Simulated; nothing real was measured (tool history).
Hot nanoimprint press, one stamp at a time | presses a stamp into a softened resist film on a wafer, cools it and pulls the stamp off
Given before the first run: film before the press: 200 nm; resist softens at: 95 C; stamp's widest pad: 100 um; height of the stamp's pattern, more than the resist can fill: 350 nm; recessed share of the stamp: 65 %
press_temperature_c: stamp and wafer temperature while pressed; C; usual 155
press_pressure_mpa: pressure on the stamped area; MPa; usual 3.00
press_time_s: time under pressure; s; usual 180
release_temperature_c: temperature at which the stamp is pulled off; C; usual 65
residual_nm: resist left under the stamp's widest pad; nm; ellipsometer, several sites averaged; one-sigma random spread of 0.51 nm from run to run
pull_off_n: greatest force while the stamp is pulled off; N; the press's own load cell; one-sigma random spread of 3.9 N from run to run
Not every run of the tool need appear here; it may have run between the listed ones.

run   hour  press_temperature_c  press_pressure_mpa  press_time_s  release_temperature_c  residual_nm  pull_off_n
  1    0.0                  155                3.00           180                     65        113.0         194
  2   20.4                  155                3.00           180                     65        113.2         189
  3   47.9                  155                3.00           180                     65        113.8         190
  4   62.5                  155                3.00           180                     65        113.8         186
  5   83.6                  155                3.00           180                     65        113.6         197
  6  111.4                  155                3.00           180                     65        113.7         188
  7  132.0                  155                3.00           180                     65        114.5         197
  8  156.7                  155                3.00           180                     65        113.7         191
  9  173.5                  165                3.00           180                     65         84.4         190
     191.2  -- stamp cleaned and given a new release coat
 10  199.0                  165                3.00           180                     65         83.7         186
 11  225.0                  149                3.00           180                     65        136.0         180
 12  245.5                  149                3.00           180                     65        136.0         187
 13  269.5                  149                3.00           180                     65        135.8         189
 14  282.9                  155                3.00           180                     65        114.1         190
 15  305.4                  155                3.00           180                     65        115.2         196
 16  318.7                  166                1.89           180                     65        100.3         192
 17  347.9                  164                2.53           180                     65         93.8         189
 18  369.3                  155                3.00           191                     65        112.0         186
 19  397.0                  155                3.00           191                     65        113.5         189
 20  424.4                  155                3.00           191                     65        113.0         192
 21  447.5                  155                3.00           191                     65        113.0         192
 22  464.0                  155                3.00           217                     55        108.0         239
     478.8  -- plate thermocouple calibrated
 23  480.9                  155                3.06           242                     65        103.3         191
 24  502.8                  155                3.06           166                     56        117.5         230
 25  521.6                  155                3.06           166                     56        117.0         235
 26  544.0                  155                3.06           166                     56        117.9         220
 27  556.6                  151                1.91           100                     56        166.9         237
 28  574.3                  155                3.00           102                     67        137.1         179
 29  594.4                  146                3.00           102                     67        166.6         180

Here are 4 independent what-if runs from the current tool condition. What would each one return?
  A  619.5                  155                3.00           293                     70            ?           ?
  B  619.5                  146                3.00           122                     67            ?           ?
  C  619.5                  155                2.61           180                     65            ?           ?
  D  619.5                  155                3.00           180                     69            ?           ?

run  residual_nm  pull_off_n
  A         97.2         167
  B        161.8         177
  C        121.5         181
  D        115.7         170
The same runs, with their run-to-run variation unchanged, on a tool lacking any hidden condition would have given:
run  residual_nm  pull_off_n
  A         95.1         166
  B        158.4         176
  C        118.9         180
  D        113.3         169

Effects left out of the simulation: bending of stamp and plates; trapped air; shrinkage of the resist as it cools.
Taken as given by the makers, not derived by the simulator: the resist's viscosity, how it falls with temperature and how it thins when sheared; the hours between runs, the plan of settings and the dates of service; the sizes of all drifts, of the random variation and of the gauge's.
